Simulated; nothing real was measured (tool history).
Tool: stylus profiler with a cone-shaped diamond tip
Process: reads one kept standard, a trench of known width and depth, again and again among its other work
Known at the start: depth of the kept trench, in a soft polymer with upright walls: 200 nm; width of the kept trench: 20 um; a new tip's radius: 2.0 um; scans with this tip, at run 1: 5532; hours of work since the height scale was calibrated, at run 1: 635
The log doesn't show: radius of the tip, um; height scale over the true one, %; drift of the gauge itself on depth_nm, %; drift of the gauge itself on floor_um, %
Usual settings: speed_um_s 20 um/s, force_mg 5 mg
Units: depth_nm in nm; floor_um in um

run,hour,speed_um_s,force_mg,scans with this tip,hours of work since the height scale was calibrated,depth_nm,floor_um
1,0,20,5,5532,635,202.66,17.29
2,42.7,20,5,5796,665,202.79,17.2
3,89.2,20,5,6084,698,203.07,17.19
4,144,20,5,6423,737,202.79,17.15
5,200.7,20,5,6774,777,202.74,17.13
6,295.1,20,5,7358,844,202.71,17.01
7,339.1,20,5,7630,875,202.68,16.94
8,437.4,20,6.61,8238,945,203.21,16.97
9,505.1,20,1.95,8657,993,201.26,16.84
# hour 552.8: new tip fitted, height scale calibrated
10,587.4,20,3.18,214,25,202.24,18.07
11,647.8,20,3.18,588,67,202.35,18.03
12,722.5,20,3.18,1050,120,202.06,17.91
13,798.5,20,3.18,1520,174,202.02,17.87
14,877.3,24,2.03,2007,230,201.61,17.7
15,973.5,79,4.95,2602,298,202.85,17.45
16,1018.3,79,4.95,2880,330,203,17.36
# hour 1024: height scale calibrated on a step standard
17,1071,79,4.2,3202,33,202.5,17.32
18,1154.3,6,5,3717,92,202.72,17.57
19,1194.5,6,12.31,3966,121,205.37,17.55
20,1250,8,4.05,4310,160,202.23,17.48
21,1325,8,4.05,4773,213,202.49,17.38
22,1385.7,7,1.91,5149,257,201.31,17.32
# hour 1436.2: height scale calibrated on a step standard, once more
23,1461.1,8,2.87,5612,18,202.36,17.28
24,1535.5,8,2.87,6073,70,202.08,17.24
25,1594.2,32,2,6435,112,201.73,16.96
26,1654.2,8,6.34,6807,155,203.54,17.1

Forecast each of these 3 alternatives for the next run:
A,1737.8,49,5,7323,214,?,?
B,1737.8,18,3.49,7323,214,?,?
C,1737.8,8,4.67,7323,214,?,?

run,depth_nm,floor_um
A,203.01,16.89
B,202.34,17.04
C,202.89,17.07
Without the tool's hidden state the same runs would have given:
run,depth_nm,floor_um
A,203.15,18.04
B,202.48,18.19
C,203.03,18.22
